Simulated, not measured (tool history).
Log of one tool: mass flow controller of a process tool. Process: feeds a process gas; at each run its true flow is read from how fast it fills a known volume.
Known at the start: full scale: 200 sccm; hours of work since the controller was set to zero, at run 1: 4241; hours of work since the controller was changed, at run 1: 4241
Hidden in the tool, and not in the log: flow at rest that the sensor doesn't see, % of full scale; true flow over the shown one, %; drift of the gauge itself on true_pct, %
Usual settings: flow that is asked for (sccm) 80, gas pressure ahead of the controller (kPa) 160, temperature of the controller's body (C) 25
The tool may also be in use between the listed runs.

run,hour,flow that is asked for (sccm),gas pressure ahead of the controller (kPa),temperature of the controller's body (C),hours of work since the controller was set to zero,hours of work since the controller was changed,true flow (%)
1,0,80,160,25,4241,4241,103.09
2,61.3,80,160,25,4264,4264,103.21
3,114.2,80,160,25,4285,4285,103.22
4,210.3,80,160,37,4323,4323,102.85
5,278.4,80,160,25,4349,4349,103.19
6,345.2,80,259,25,4375,4375,102.89
7,389.1,80,160,25,4392,4392,103.28
8,443.4,80,160,25,4414,4414,103.44
# hour 448.6: controller's zero set anew
9,527.6,80,160,25,31,4446,104.16

Run 10 comes next. What will it give?
10,591.8,138,160,38,56,4471,?

true flow (%): 103.75
Without the tool's hidden state the same run would have given true flow (%) 99.03.

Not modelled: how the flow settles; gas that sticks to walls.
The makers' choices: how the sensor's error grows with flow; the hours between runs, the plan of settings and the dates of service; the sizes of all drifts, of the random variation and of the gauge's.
